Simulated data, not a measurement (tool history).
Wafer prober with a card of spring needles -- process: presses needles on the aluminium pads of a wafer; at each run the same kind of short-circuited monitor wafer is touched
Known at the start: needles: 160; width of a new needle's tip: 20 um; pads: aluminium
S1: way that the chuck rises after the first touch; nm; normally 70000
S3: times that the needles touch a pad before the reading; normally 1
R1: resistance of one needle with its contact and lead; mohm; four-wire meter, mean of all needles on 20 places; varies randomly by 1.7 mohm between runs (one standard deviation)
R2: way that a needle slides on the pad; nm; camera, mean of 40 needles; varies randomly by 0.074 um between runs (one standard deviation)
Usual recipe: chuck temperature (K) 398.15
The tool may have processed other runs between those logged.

Run 1, hour 0.0: usual settings. Result: R1 176 mohm, R2 15980 nm.
At hour 3.0: tips cleaned on abrasive film.
At hour 5.4: tips cleaned on abrasive film.
At hour 8.4: tips cleaned on abrasive film.
Run 2, hour 9.4: usual settings. Result: R1 195 mohm, R2 15820 nm.
At hour 11.2: tips cleaned on abrasive film.
At hour 14.2: tips cleaned on abrasive film.
At hour 17.2: tips cleaned on abrasive film.
At hour 19.6: tips cleaned on abrasive film.
At hour 22.0: tips cleaned on abrasive film.
At hour 25.0: tips cleaned on abrasive film.
At hour 27.4: tips cleaned on abrasive film.
Run 3, hour 27.9: usual settings but chuck temperature (K) 338.15. Result: R1 180 mohm, R2 15760 nm.
At hour 30.3: tips cleaned on abrasive film.
At hour 33.3: tips cleaned on abrasive film.
At hour 35.7: tips cleaned on abrasive film.
At hour 38.7: tips cleaned on abrasive film.
Run 4, hour 39.3: usual settings but S1 62000 nm. Result: R1 191 mohm, R2 13900 nm.
At hour 41.1: tips cleaned on abrasive film.
At hour 43.5: tips cleaned on abrasive film.
At hour 46.5: tips cleaned on abrasive film.
At hour 49.5: tips cleaned on abrasive film.
At hour 51.9: tips cleaned on abrasive film.
At hour 54.9: tips cleaned on abrasive film.
Run 5, hour 56.4: usual settings but chuck temperature (K) 367.15. Result: R1 194 mohm, R2 15660 nm.
At hour 57.7: tips cleaned on abrasive film.
At hour 60.1: tips cleaned on abrasive film.
At hour 62.5: tips cleaned on abrasive film.
At hour 65.5: tips cleaned on abrasive film.
At hour 68.5: tips cleaned on abrasive film.
At hour 71.5: tips cleaned on abrasive film.
Run 6, hour 71.9: usual settings but chuck temperature (K) 367.15. Result: R1 182 mohm, R2 15510 nm.
At hour 74.3: tips cleaned on abrasive film.
At hour 77.3: tips cleaned on abrasive film.
At hour 79.7: tips cleaned on abrasive film.
At hour 82.7: tips cleaned on abrasive film.
At hour 85.1: tips cleaned on abrasive film.
At hour 87.5: tips cleaned on abrasive film.
At hour 90.5: tips cleaned on abrasive film.
Run 7, hour 92.4: usual settings. Result: R1 209 mohm, R2 15490 nm.
At hour 93.1: tips cleaned on abrasive film.
At hour 96.1: tips cleaned on abrasive film.
At hour 99.1: tips cleaned on abrasive film.
At hour 101.5: tips cleaned on abrasive film.
Run 8, hour 103.6: usual settings. Result: R1 209 mohm, R2 15320 nm.
At hour 104.3: tips cleaned on abrasive film.
At hour 106.7: tips cleaned on abrasive film.
At hour 109.7: tips cleaned on abrasive film.
At hour 112.1: tips cleaned on abrasive film.
At hour 114.5: tips cleaned on abrasive film.
At hour 117.5: tips cleaned on abrasive film.
At hour 119.9: tips cleaned on abrasive film.
At hour 122.9: tips cleaned on abrasive film.
Run 9, hour 123.1: usual settings but chuck temperature (K) 318.15. Result: R1 175 mohm, R2 15190 nm.
At hour 125.5: tips cleaned on abrasive film.
At hour 128.5: tips cleaned on abrasive film.
At hour 130.9: tips cleaned on abrasive film.
At hour 133.9: tips cleaned on abrasive film.
At hour 136.3: tips cleaned on abrasive film.
Run 10, hour 137.8: usual settings. Result: R1 209 mohm, R2 15050 nm.
At hour 139.1: tips cleaned on abrasive film.
At hour 142.1: tips cleaned on abrasive film.
At hour 145.1: tips cleaned on abrasive film.
At hour 148.1: tips cleaned on abrasive film.
At hour 150.5: tips cleaned on abrasive film.
At hour 153.5: tips cleaned on abrasive film.
Run 11, hour 153.9: usual settings. Result: R1 187 mohm, R2 14880 nm.
At hour 156.4: tips cleaned on abrasive film.
At hour 158.8: tips cleaned on abrasive film.
At hour 161.8: tips cleaned on abrasive film.
At hour 164.2: tips cleaned on abrasive film.
Run 12, hour 165.3: usual settings but S1 59000 nm, chuck temperature (K) 329.15, S3 3. Result: R1 185 mohm, R2 12290 nm.
At hour 167.1: tips cleaned on abrasive film.
At hour 169.6: tips cleaned on abrasive film.
At hour 172.0: tips cleaned on abrasive film.
At hour 174.4: tips cleaned on abrasive film.
At hour 176.8: tips cleaned on abrasive film.
At hour 179.8: tips cleaned on abrasive film.
At hour 182.2: tips cleaned on abrasive film.
Run 13, hour 183.3: usual settings but S1 56000 nm, chuck temperature (K) 381.15. Result: R1 218 mohm, R2 11490 nm.
At hour 185.1: tips cleaned on abrasive film.
At hour 187.5: tips cleaned on abrasive film.
At hour 189.9: tips cleaned on abrasive film.
At hour 192.4: tips cleaned on abrasive film.
At hour 195.3: tips cleaned on abrasive film.
At hour 197.4: height of the first contact set anew.
At hour 198.6: tips cleaned on abrasive film.
At hour 201.2: tips cleaned on abrasive film.
Run 14, hour 201.2: usual settings but S1 56000 nm, chuck temperature (K) 381.15. Result: R1 182 mohm, R2 12980 nm.
At hour 204.2: tips cleaned on abrasive film.
At hour 207.1: tips cleaned on abrasive film.
At hour 209.6: tips cleaned on abrasive film.
Run 15, hour 210.2: usual settings but S1 56000 nm, chuck temperature (K) 381.15. Result: R1 206 mohm, R2 12960 nm.
At hour 212.0: tips cleaned on abrasive film.
At hour 214.4: tips cleaned on abrasive film.
At hour 217.4: tips cleaned on abrasive film.
At hour 220.4: tips cleaned on abrasive film.
At hour 223.4: tips cleaned on abrasive film.
At hour 226.4: tips cleaned on abrasive film.
At hour 228.8: tips cleaned on abrasive film.
Run 16, hour 230.6: usual settings but S1 53000 nm, S3 2. Result: R1 215 mohm, R2 12220 nm.

What does the tool deliver on the next run?
At hour 231.2: tips cleaned on abrasive film.
At hour 233.7: tips cleaned on abrasive film.
At hour 236.1: tips cleaned on abrasive film.
At hour 238.5: tips cleaned on abrasive film.
At hour 241.5: tips cleaned on abrasive film.
Run 17, hour 242.8: usual settings but S1 59000 nm, chuck temperature (K) 363.15, S3 2. Result: R1 ?, R2 ?.

Run 17 gave R1 195 mohm, R2 13540 nm.
On a tool with no hidden condition, and with the same random variation, this run would have come out at R1 170 mohm, R2 13830 nm.
